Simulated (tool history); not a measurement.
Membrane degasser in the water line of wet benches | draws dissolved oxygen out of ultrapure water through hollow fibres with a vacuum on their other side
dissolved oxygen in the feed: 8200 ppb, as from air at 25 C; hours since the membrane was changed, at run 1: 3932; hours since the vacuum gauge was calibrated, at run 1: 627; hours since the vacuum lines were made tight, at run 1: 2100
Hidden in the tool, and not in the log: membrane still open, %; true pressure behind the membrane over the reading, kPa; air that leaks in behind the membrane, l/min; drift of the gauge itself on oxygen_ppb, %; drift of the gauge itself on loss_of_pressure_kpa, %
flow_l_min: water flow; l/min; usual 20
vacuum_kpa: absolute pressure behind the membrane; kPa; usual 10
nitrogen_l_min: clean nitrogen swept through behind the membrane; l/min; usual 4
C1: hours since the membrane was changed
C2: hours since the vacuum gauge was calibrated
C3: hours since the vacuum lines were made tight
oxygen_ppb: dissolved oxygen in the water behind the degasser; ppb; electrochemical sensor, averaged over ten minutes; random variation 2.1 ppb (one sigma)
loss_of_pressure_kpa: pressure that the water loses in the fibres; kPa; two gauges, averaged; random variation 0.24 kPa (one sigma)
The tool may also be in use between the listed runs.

Run 1, hour 0: usual settings; C1 3932; C2 627; C3 2100. Result: oxygen_ppb 205.9 ppb, loss_of_pressure_kpa 64.35 kPa.
Run 2, hour 93.4: usual settings; C1 4025; C2 720; C3 2193. Result: oxygen_ppb 207.2 ppb, loss_of_pressure_kpa 64.05 kPa.
Run 3, hour 193.2: usual settings but vacuum_kpa 7.7 kPa; C1 4125; C2 820; C3 2293. Result: oxygen_ppb 177.3 ppb, loss_of_pressure_kpa 64.99 kPa.
Run 4, hour 301.5: usual settings but vacuum_kpa 7.7 kPa; C1 4234; C2 928; C3 2402. Result: oxygen_ppb 179.2 ppb, loss_of_pressure_kpa 64.4 kPa.
Run 5, hour 473.8: usual settings but vacuum_kpa 7.7 kPa; C1 4406; C2 1101; C3 2574. Result: oxygen_ppb 177.3 ppb, loss_of_pressure_kpa 64.24 kPa.
Run 6, hour 675.4: usual settings but vacuum_kpa 7.7 kPa; C1 4608; C2 1302; C3 2776. Result: oxygen_ppb 179.4 ppb, loss_of_pressure_kpa 64.18 kPa.
Run 7, hour 784.1: usual settings but vacuum_kpa 7.7 kPa; C1 4716; C2 1411; C3 2884. Result: oxygen_ppb 178.7 ppb, loss_of_pressure_kpa 64.17 kPa.
Run 8, hour 902.4: usual settings but vacuum_kpa 7.7 kPa; C1 4835; C2 1529; C3 3003. Result: oxygen_ppb 177.7 ppb, loss_of_pressure_kpa 63.81 kPa.
Run 9, hour 1052.9: usual settings but vacuum_kpa 7.7 kPa; C1 4985; C2 1680; C3 3153. Result: oxygen_ppb 178.9 ppb, loss_of_pressure_kpa 64.19 kPa.
Run 10, hour 1234: usual settings but vacuum_kpa 19.9 kPa; C1 5166; C2 1861; C3 3334. Result: oxygen_ppb 324.8 ppb, loss_of_pressure_kpa 64.14 kPa.
Run 11, hour 1396.8: usual settings but vacuum_kpa 19.9 kPa; C1 5329; C2 2024; C3 3497. Result: oxygen_ppb 315.7 ppb, loss_of_pressure_kpa 64.02 kPa.
Run 12, hour 1564.6: usual settings but vacuum_kpa 19.9 kPa; C1 5497; C2 2191; C3 3665. Result: oxygen_ppb 318.9 ppb, loss_of_pressure_kpa 64.29 kPa.
Run 13, hour 1686.1: usual settings but flow_l_min 14 l/min, vacuum_kpa 19.9 kPa, nitrogen_l_min 10.21 l/min; C1 5618; C2 2313; C3 3786. Result: oxygen_ppb 95.4 ppb, loss_of_pressure_kpa 44.85 kPa.
Run 14, hour 1806.9: usual settings but flow_l_min 14 l/min, vacuum_kpa 19.9 kPa, nitrogen_l_min 10.21 l/min; C1 5739; C2 2434; C3 3907. Result: oxygen_ppb 92.6 ppb, loss_of_pressure_kpa 44.8 kPa.

Run 15 comes next. What will it give?
Run 15, hour 1970.1: usual settings but flow_l_min 14 l/min, vacuum_kpa 19.9 kPa, nitrogen_l_min 10.21 l/min; C1 5902; C2 2597; C3 4070. Result: oxygen_ppb ?, loss_of_pressure_kpa ?.

{"run 15": {"oxygen_ppb": 92.6, "loss_of_pressure_kpa": 44.82}}
Without the tool's hidden state the same run would have given oxygen_ppb 92.6 ppb, loss_of_pressure_kpa 45.41 kPa.
